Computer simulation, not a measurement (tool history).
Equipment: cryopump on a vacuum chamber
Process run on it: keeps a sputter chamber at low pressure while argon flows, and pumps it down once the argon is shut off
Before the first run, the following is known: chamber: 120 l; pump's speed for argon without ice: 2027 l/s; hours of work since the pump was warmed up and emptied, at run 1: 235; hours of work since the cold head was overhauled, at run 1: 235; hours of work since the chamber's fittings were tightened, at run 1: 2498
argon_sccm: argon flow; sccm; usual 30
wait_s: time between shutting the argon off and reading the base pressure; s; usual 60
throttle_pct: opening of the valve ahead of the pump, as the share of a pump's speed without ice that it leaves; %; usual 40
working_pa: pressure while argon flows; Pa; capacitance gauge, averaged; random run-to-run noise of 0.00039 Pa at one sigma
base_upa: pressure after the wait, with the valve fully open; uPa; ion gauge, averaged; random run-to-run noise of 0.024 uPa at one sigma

run	hour	argon_sccm	wait_s	throttle_pct	hours of work since the pump was warmed up and emptied	hours of work since the cold head was overhauled	hours of work since the chamber's fittings were tightened	working_pa	base_upa
1	0	30	60	40	235	235	2498	0.0635	2.26
2	24	30	60	40	250	250	2513	0.0633	2.23
3	43.8	30	60	40	263	263	2526	0.0638	2.35
4	68.3	30	60	40	279	279	2542	0.0639	2.36
5	81	30	60	40	287	287	2550	0.0637	2.37
6	109	30	60	40	305	305	2569	0.0632	2.34
7	125.6	30	60	40	316	316	2579	0.0635	2.4
8	153.8	30	60	40	334	334	2598	0.0637	2.47
9	182.1	30	60	21	353	353	2616	0.1205	2.44
10	200.8	30	60	21	365	365	2628	0.1207	2.41
11	225.5	30	60	21	381	381	2644	0.1212	2.38
12	245.3	32	83	18	394	394	2657	0.1497	2.15
13	263.7	30	31	30	406	406	2669	0.0848	3.11
14	280.8	41	60	54	417	417	2680	0.0657	2.46
15	304.5	41	60	54	432	432	2695	0.0659	2.43
16	317.3	26	21	18	440	440	2704	0.122	3.9
17	342.4	18	155	50	457	457	2720	0.0313	1.99
18	357.2	30	30	29	466	466	2729	0.0886	3.22
19	386.7	32	26	40	485	485	2749	0.0691	3.46
20	401.5	19	59	27	495	495	2758	0.0603	2.56
21	420.1	30	87	36	507	507	2770	0.0711	2.33

Hidden state or all else? Some run-to-run changes of working_pa, split into what the settings, what came in and random variation would give without the hidden state, and what is left for the hidden state (with any gauge scatter that isn't in both results):
Hidden conditions of the tool in this case: pump's speed, % of a pump's without ice; cold plate's temperature, K; leak into the chamber, uPa l/s; drift of the gauge itself on working_pa, %; drift of the gauge itself on base_upa, %.
Run 12 -> 13: argon_sccm 32 -> 30, wait_s 83 -> 31, throttle_pct 18 -> 30. working_pa -0.0649 Pa: hidden state -0.0001, all else -0.0648.
Run 15 -> 16: argon_sccm 41 -> 26, wait_s 60 -> 21, throttle_pct 54 -> 18. working_pa +0.0561 Pa: hidden state -0.0009, all else +0.057.
Run 16 -> 17: argon_sccm 26 -> 18, wait_s 21 -> 155, throttle_pct 18 -> 50. working_pa -0.0907 Pa: hidden state -0.0004, all else -0.0903.
Run 19 -> 20: argon_sccm 32 -> 19, wait_s 26 -> 59, throttle_pct 40 -> 27. working_pa -0.0088 Pa: hidden state -0.0008, all else -0.008.

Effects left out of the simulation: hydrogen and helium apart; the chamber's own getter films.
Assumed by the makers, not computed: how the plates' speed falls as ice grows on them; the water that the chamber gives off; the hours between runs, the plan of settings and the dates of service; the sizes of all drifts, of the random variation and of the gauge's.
